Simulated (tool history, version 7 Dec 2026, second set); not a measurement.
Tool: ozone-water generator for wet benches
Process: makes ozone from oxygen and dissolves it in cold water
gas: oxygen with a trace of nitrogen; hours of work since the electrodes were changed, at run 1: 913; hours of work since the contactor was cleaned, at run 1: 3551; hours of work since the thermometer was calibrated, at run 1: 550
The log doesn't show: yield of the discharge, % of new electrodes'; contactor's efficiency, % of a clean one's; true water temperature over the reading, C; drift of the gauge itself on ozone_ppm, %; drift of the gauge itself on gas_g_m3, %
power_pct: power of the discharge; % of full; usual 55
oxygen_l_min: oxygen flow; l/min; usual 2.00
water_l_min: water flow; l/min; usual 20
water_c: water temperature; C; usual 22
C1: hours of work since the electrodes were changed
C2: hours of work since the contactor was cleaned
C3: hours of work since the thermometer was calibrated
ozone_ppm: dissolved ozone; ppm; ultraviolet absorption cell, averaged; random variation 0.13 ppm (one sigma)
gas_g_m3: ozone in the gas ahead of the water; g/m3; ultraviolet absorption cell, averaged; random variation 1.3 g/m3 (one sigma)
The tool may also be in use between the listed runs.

run 1 hour=0.0 | power_pct=55 oxygen_l_min=2.00 water_l_min=20 water_c=22 | C1=913 C2=3551 C3=550 | ozone_ppm=13.1 gas_g_m3=224.6
-- hour=31.5 contactor cleaned
run 2 hour=62.9 | power_pct=55 oxygen_l_min=2.00 water_l_min=20 water_c=22 | C1=965 C2=28 C3=602 | ozone_ppm=13.0 gas_g_m3=223.8
run 3 hour=95.3 | power_pct=55 oxygen_l_min=2.00 water_l_min=20 water_c=22 | C1=994 C2=57 C3=631 | ozone_ppm=12.8 gas_g_m3=225.5
run 4 hour=123.1 | power_pct=46 oxygen_l_min=2.00 water_l_min=20 water_c=22 | C1=1019 C2=82 C3=656 | ozone_ppm=11.2 gas_g_m3=197.0
run 5 hour=155.3 | power_pct=55 oxygen_l_min=2.00 water_l_min=19 water_c=22 | C1=1047 C2=110 C3=684 | ozone_ppm=13.5 gas_g_m3=224.4
run 6 hour=189.6 | power_pct=55 oxygen_l_min=2.00 water_l_min=19 water_c=16 | C1=1078 C2=141 C3=715 | ozone_ppm=14.2 gas_g_m3=222.3
run 7 hour=217.8 | power_pct=55 oxygen_l_min=2.00 water_l_min=20 water_c=26 | C1=1103 C2=166 C3=740 | ozone_ppm=12.4 gas_g_m3=224.8
-- hour=261.5 contactor cleaned, once more
run 8 hour=268.7 | power_pct=55 oxygen_l_min=2.00 water_l_min=20 water_c=17 | C1=1145 C2=6 C3=782 | ozone_ppm=13.6 gas_g_m3=224.7
run 9 hour=299.1 | power_pct=88 oxygen_l_min=2.00 water_l_min=20 water_c=17 | C1=1172 C2=33 C3=809 | ozone_ppm=19.3 gas_g_m3=309.9
run 10 hour=329.1 | power_pct=55 oxygen_l_min=2.00 water_l_min=20 water_c=19 | C1=1198 C2=60 C3=835 | ozone_ppm=13.4 gas_g_m3=223.4
run 11 hour=356.0 | power_pct=55 oxygen_l_min=2.00 water_l_min=20 water_c=19 | C1=1222 C2=84 C3=859 | ozone_ppm=13.5 gas_g_m3=224.2
run 12 hour=413.6 | power_pct=48 oxygen_l_min=2.00 water_l_min=20 water_c=19 | C1=1274 C2=135 C3=910 | ozone_ppm=12.1 gas_g_m3=201.0
run 13 hour=473.8 | power_pct=84 oxygen_l_min=2.00 water_l_min=20 water_c=19 | C1=1327 C2=189 C3=964 | ozone_ppm=17.7 gas_g_m3=299.2
run 14 hour=504.3 | power_pct=84 oxygen_l_min=2.00 water_l_min=20 water_c=19 | C1=1354 C2=216 C3=991 | ozone_ppm=18.0 gas_g_m3=298.9
run 15 hour=536.2 | power_pct=84 oxygen_l_min=2.00 water_l_min=20 water_c=19 | C1=1383 C2=244 C3=1020 | ozone_ppm=18.1 gas_g_m3=301.0
run 16 hour=590.4 | power_pct=84 oxygen_l_min=2.00 water_l_min=20 water_c=19 | C1=1431 C2=293 C3=1068 | ozone_ppm=17.7 gas_g_m3=299.0
run 17 hour=635.9 | power_pct=84 oxygen_l_min=2.00 water_l_min=20 water_c=19 | C1=1471 C2=333 C3=1108 | ozone_ppm=17.8 gas_g_m3=300.1
run 18 hour=667.9 | power_pct=55 oxygen_l_min=1.63 water_l_min=20 water_c=22 | C1=1500 C2=362 C3=1137 | ozone_ppm=12.2 gas_g_m3=243.5
run 19 hour=720.0 | power_pct=55 oxygen_l_min=2.00 water_l_min=13 water_c=22 | C1=1546 C2=408 C3=1183 | ozone_ppm=18.8 gas_g_m3=220.8
run 20 hour=755.4 | power_pct=55 oxygen_l_min=1.29 water_l_min=13 water_c=16 | C1=1578 C2=439 C3=1215 | ozone_ppm=18.1 gas_g_m3=274.1
run 21 hour=805.8 | power_pct=97 oxygen_l_min=2.67 water_l_min=20 water_c=26 | C1=1622 C2=484 C3=1259 | ozone_ppm=19.1 gas_g_m3=284.1
run 22 hour=844.0 | power_pct=70 oxygen_l_min=1.46 water_l_min=23 water_c=22 | C1=1656 C2=518 C3=1293 | ozone_ppm=12.3 gas_g_m3=301.6
run 23 hour=869.0 | power_pct=70 oxygen_l_min=1.46 water_l_min=23 water_c=22 | C1=1679 C2=540 C3=1316 | ozone_ppm=12.3 gas_g_m3=303.9
run 24 hour=900.1 | power_pct=55 oxygen_l_min=2.00 water_l_min=20 water_c=23 | C1=1706 C2=568 C3=1343 | ozone_ppm=12.9 gas_g_m3=220.0
run 25 hour=953.0 | power_pct=55 oxygen_l_min=2.00 water_l_min=20 water_c=23 | C1=1753 C2=615 C3=1390 | ozone_ppm=12.6 gas_g_m3=219.8
run 26 hour=980.5 | power_pct=55 oxygen_l_min=2.00 water_l_min=20 water_c=23 | C1=1778 C2=640 C3=1415 | ozone_ppm=12.8 gas_g_m3=220.2
run 27 hour=1026.1 | power_pct=55 oxygen_l_min=2.00 water_l_min=20 water_c=23 | C1=1818 C2=680 C3=1455 | ozone_ppm=12.8 gas_g_m3=218.5
run 28 hour=1073.7 | power_pct=83 oxygen_l_min=2.00 water_l_min=20 water_c=26 | C1=1861 C2=723 C3=1498 | ozone_ppm=16.4 gas_g_m3=292.7
run 29 hour=1102.3 | power_pct=83 oxygen_l_min=1.60 water_l_min=12 water_c=20 | C1=1886 C2=748 C3=1523 | ozone_ppm=25.6 gas_g_m3=326.2
run 30 hour=1142.7 | power_pct=74 oxygen_l_min=1.48 water_l_min=27 water_c=19 | C1=1922 C2=784 C3=1559 | ozone_ppm=11.0 gas_g_m3=313.5
run 31 hour=1190.4 | power_pct=82 oxygen_l_min=1.48 water_l_min=13 water_c=19 | C1=1965 C2=826 C3=1602 | ozone_ppm=23.6 gas_g_m3=336.7
run 32 hour=1231.9 | power_pct=49 oxygen_l_min=1.48 water_l_min=29 water_c=23 | C1=2002 C2=863 C3=1638 | ozone_ppm=7.5 gas_g_m3=233.7
run 33 hour=1268.7 | power_pct=49 oxygen_l_min=1.48 water_l_min=29 water_c=23 | C1=2034 C2=896 C3=1671 | ozone_ppm=7.4 gas_g_m3=233.3

Forecast each of these 4 alternatives for the next run:
run A hour=1310.7 | power_pct=49 oxygen_l_min=2.20 water_l_min=26 water_c=23 | C1=2072 C2=933 C3=1708 | ozone_ppm=? gas_g_m3=?
run B hour=1310.7 | power_pct=85 oxygen_l_min=3.02 water_l_min=20 water_c=22 | C1=2072 C2=933 C3=1708 | ozone_ppm=? gas_g_m3=?
run C hour=1310.7 | power_pct=66 oxygen_l_min=1.48 water_l_min=13 water_c=23 | C1=2072 C2=933 C3=1708 | ozone_ppm=? gas_g_m3=?
run D hour=1310.7 | power_pct=49 oxygen_l_min=1.48 water_l_min=29 water_c=17 | C1=2072 C2=933 C3=1708 | ozone_ppm=? gas_g_m3=?

run=A ozone_ppm=9.3 gas_g_m3=192.6
run=B ozone_ppm=18.0 gas_g_m3=239.7
run=C ozone_ppm=19.6 gas_g_m3=286.5
run=D ozone_ppm=7.5 gas_g_m3=234.0
Without the tool's hidden state the same runs would have given:
run=A ozone_ppm=9.8 gas_g_m3=202.4
run=B ozone_ppm=19.5 gas_g_m3=258.3
run=C ozone_ppm=20.9 gas_g_m3=305.1
run=D ozone_ppm=8.0 gas_g_m3=245.8

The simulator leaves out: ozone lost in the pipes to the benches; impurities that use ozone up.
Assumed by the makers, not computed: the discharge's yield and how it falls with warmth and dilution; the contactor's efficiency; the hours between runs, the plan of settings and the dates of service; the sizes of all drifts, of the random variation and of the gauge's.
